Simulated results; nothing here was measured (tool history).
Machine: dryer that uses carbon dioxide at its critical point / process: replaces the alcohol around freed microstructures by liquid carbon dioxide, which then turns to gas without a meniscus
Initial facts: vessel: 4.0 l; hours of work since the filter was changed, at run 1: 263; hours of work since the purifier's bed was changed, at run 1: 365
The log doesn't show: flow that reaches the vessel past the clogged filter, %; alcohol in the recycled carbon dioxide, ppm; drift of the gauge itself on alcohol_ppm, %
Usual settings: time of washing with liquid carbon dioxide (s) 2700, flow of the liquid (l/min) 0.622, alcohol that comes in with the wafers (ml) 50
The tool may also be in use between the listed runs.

run    hour  time of washing with liquid carbon dioxide (s)  flow of the liquid (l/min)  alcohol that comes in with the wafers (ml)  hours of work since the filter was changed  hours of work since the purifier's bed was changed  alcohol left in the vessel before it's heated (ppm by volume)
  1       0                                            2700                       0.622                                          50                                         263                                                 365                                                             76
  2    34.1                                            2700                       0.622                                          50                                         288                                                 391                                                             73
  3      62                                            2700                       0.622                                          50                                         309                                                 411                                                             87
  4    98.8                                            2700                       0.622                                          50                                         337                                                 439                                                             83
  5   117.1                                            2700                       0.622                                          50                                         350                                                 452                                                             81
  6   141.5                                            2700                       0.622                                          50                                         368                                                 471                                                             89
  7   167.8                                            2700                       0.622                                          69                                         388                                                 490                                                            114
  8   192.9                                            2700                       0.622                                          69                                         407                                                 509                                                            121
      205.1  -- inlet filter changed
  9   219.5                                            2700                       0.622                                          69                                          11                                                 528                                                             73
 10   250.1                                            2700                       0.419                                          50                                          34                                                 551                                                            245
 11   283.8                                            2700                       0.924                                          50                                          59                                                 576                                                             42
 12   317.2                                            2700                       0.924                                          50                                          83                                                 601                                                             42
 13   335.8                                            2700                       0.924                                          50                                          97                                                 614                                                             45
 14     370                                            2700                       0.924                                          50                                         123                                                 640                                                             45
 15   388.8                                            2400                       0.924                                          50                                         137                                                 654                                                             52
 16     427                                            1860                       0.622                                          50                                         165                                                 682                                                            276
 17   447.3                                            1860                       0.622                                          50                                         180                                                 697                                                            279
 18   468.9                                            2700                       0.545                                          50                                         196                                                 714                                                            127
 19   508.5                                            2700                       0.622                                          34                                         226                                                 743                                                             73
      514.9  -- purifier's bed changed
 20   540.4                                            2460                       0.622                                          34                                         247                                                  19                                                             56
 21   568.2                                            2460                       0.622                                          34                                         268                                                  40                                                             54
 22   606.4                                            2700                       0.505                                          50                                         297                                                  68                                                            149
 23   637.5                                            2700                       0.505                                          50                                         320                                                  91                                                            149
 24   661.7                                            2220                       0.505                                          78                                         338                                                 109                                                            505
 25   685.1                                            2220                       0.505                                          78                                         355                                                 127                                                            521
 26   716.1                                            2700                       0.503                                          61                                         378                                                 150                                                            207
 27   742.9                                            2700                       0.622                                          50                                         398                                                 170                                                             76
      765.9  -- inlet filter changed
 28   776.7                                            2400                       0.725                                          50                                           8                                                 194                                                             46
 29   809.4                                            2700                       0.622                                          75                                          32                                                 218                                                             63
 30   842.7                                            2220                       0.622                                          50                                          57                                                 243                                                            107
 31   882.6                                            1800                       0.843                                          50                                          87                                                 273                                                             82
 32   921.5                                            3540                       0.726                                          21                                         116                                                 302                                                             23
 33   940.2                                            2700                       0.511                                          50                                         130                                                 316                                                            125
 34   963.5                                            2700                       0.888                                          49                                         147                                                 333                                                             30
 35   997.7                                            1860                       0.799                                         104                                         173                                                 359                                                            181
 36  1014.6                                            1860                       0.466                                          57                                         185                                                 371                                                            745
 37  1043.8                                            2700                       0.466                                          86                                         207                                                 393                                                            319
 38  1078.6                                            2700                       0.622                                          35                                         233                                                 419                                                             55
 39  1101.8                                            4320                       0.799                                          60                                         250                                                 436                                                             33
 40    1129                                            2100                       0.397                                          50                                         270                                                 456                                                            798
 41  1151.7                                            2040                       0.818                                          50                                         287                                                 473                                                             81
 42    1173                                            2040                       0.818                                          50                                         303                                                 489                                                             89
 43  1207.2                                            1680                       0.705                                          81                                         328                                                 515                                                            466
 44  1234.5                                            1680                       0.705                                          81                                         349                                                 535                                                            476
 45    1270                                            1680                       0.705                                          81                                         375                                                 561                                                            492
 46  1308.3                                            4260                       0.408                                          26                                         404                                                 590                                                             66

How would selected steps in alcohol left in the vessel before it's heated (ppm by volume) from run to run divide? Give the signed amount a tool lacking its hidden state would still show from settings, what came in and random variation, and the signed amount left for the hidden state, including any gauge scatter that is not in both of the compared results.
Run 35 -> 36: flow of the liquid (l/min) 0.799 -> 0.466, alcohol that comes in with the wafers (ml) 104 -> 57. alcohol left in the vessel before it's heated (ppm by volume) +564: hidden state +85, all else +479.
Run 39 -> 40: time of washing with liquid carbon dioxide (s) 4320 -> 2100, flow of the liquid (l/min) 0.799 -> 0.397, alcohol that comes in with the wafers (ml) 60 -> 50. alcohol left in the vessel before it's heated (ppm by volume) +765: hidden state +184, all else +581.
Run 40 -> 41: time of washing with liquid carbon dioxide (s) 2100 -> 2040, flow of the liquid (l/min) 0.397 -> 0.818. alcohol left in the vessel before it's heated (ppm by volume) -717: hidden state -160, all else -557.
Run 45 -> 46: time of washing with liquid carbon dioxide (s) 1680 -> 4260, flow of the liquid (l/min) 0.705 -> 0.408, alcohol that comes in with the wafers (ml) 81 -> 26. alcohol left in the vessel before it's heated (ppm by volume) -426: hidden state -170, all else -256.
